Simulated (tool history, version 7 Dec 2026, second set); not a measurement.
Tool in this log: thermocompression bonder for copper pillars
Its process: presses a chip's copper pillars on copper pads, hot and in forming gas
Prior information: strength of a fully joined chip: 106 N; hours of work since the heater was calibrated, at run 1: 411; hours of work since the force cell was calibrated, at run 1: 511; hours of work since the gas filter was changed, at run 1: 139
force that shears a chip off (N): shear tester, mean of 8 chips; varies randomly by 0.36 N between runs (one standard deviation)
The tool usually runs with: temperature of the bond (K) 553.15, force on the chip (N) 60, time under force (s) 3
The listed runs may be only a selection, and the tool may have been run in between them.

run     day  temperature of the bond (K)  force on the chip (N)  time under force (s)  hours of work since the heater was calibrated  hours of work since the force cell was calibrated  hours of work since the gas filter was changed  force that shears a chip off (N)
  1   0.000                       553.15                     60                     3                                            411                                                511                                             139                              58.2
  2   0.321                       563.15                     60                     3                                            416                                                516                                             144                              62.9
  3   1.000                       563.15                     60                     3                                            426                                                526                                             154                              62.9
  4   1.296                       553.15                     60                     3                                            430                                                530                                             158                              58.5
  5   1.762                       553.15                     60                     2                                            437                                                537                                             165                              51.6
  6   2.488                       553.15                     60                     2                                            448                                                548                                             176                              50.9
  7   2.817                       553.15                     60                     2                                            452                                                552                                             181                              50.8
  8   3.446                       553.15                     60                     2                                            462                                                562                                             190                              51.2
  9   3.938                       553.15                     60                     2                                            469                                                569                                             197                              50.8
 10   4.379                       553.15                     60                     2                                            475                                                575                                             203                              51.0
 11   4.954                       553.15                     60                     2                                            484                                                584                                             212                              50.8
 12   5.646                       553.15                     60                     2                                            494                                                594                                             222                              51.0
 13   6.317                       553.15                     60                     4                                            504                                                604                                             232                              64.4
 14   6.825                       553.15                     56                     4                                            511                                                611                                             239                              61.7
 15   7.192                       553.15                     56                     4                                            517                                                617                                             245                              62.4
 16   7.525                       553.15                     56                     4                                            522                                                622                                             250                              61.9
 17   8.075                       553.15                     61                     3                                            530                                                630                                             258                              58.6
 18   8.621                       553.15                     61                     3                                            538                                                638                                             266                              58.8
 19   9.208                       553.15                     61                     3                                            546                                                646                                             274                              58.2
 20   9.675                       553.15                     61                     3                                            553                                                653                                             281                              58.6
 21  10.350                       546.15                     60                     4                                            563                                                663                                             291                              60.6
     10.750  -- forming gas filter changed
 22  10.858                       553.15                     61                     8                                            570                                                670                                               2                              77.2
 23  11.404                       553.15                     61                     8                                            578                                                678                                              10                              77.8
 24  11.900                       553.15                     72                     3                                            585                                                685                                              17                              62.6
 25  12.538                       534.15                     90                     3                                            595                                                695                                              26                              59.5
 26  12.992                       537.15                     51                     4                                            601                                                701                                              33                              52.0
     13.142  -- force cell calibrated
 27  13.492                       541.15                     51                     2                                            608                                                  5                                              39                              41.8
 28  14.138                       553.15                     60                     2                                            617                                                 15                                              49                              51.4
 29  14.621                       553.15                     40                     6                                            624                                                 22                                              56                              61.0
 30  15.021                       553.15                     70                     3                                            630                                                 28                                              62                              62.5
 31  15.367                       560.15                     50                     4                                            635                                                 33                                              67                              63.5
 32  15.871                       573.15                     65                     5                                            643                                                 40                                              74                              79.8
 33  16.404                       527.15                     60                     2                                            651                                                 48                                              82                              39.3
 34  16.712                       553.15                     49                     2                                            655                                                 52                                              87                              45.9
 35  17.058                       553.15                     37                     2                                            660                                                 58                                              92                              40.9
 36  17.533                       553.15                     61                     7                                            667                                                 65                                              99                              74.7
 37  18.258                       553.15                     74                     8                                            678                                                 75                                             109                              82.7
 38  18.650                       540.15                     70                     5                                            684                                                 81                                             115                              65.5
 39  19.054                       540.15                     75                     4                                            690                                                 87                                             121                              63.4

Below are 3 alternative next runs, each starting from the tool's condition after run 39. Predict each:
  A  19.588                       540.15                     75                     4                                            697                                                 95                                             129                                 ?
  B  19.588                       550.15                     52                     3                                            697                                                 95                                             129                                 ?
  C  19.588                       571.15                     60                     3                                            697                                                 95                                             129                                 ?

run  force that shears a chip off (N)
  A                              62.6
  B                              53.5
  C                              66.9
Had the tool no hidden state, the same runs would have come out as:
run  force that shears a chip off (N)
  A                              62.7
  B                              53.6
  C                              67.1
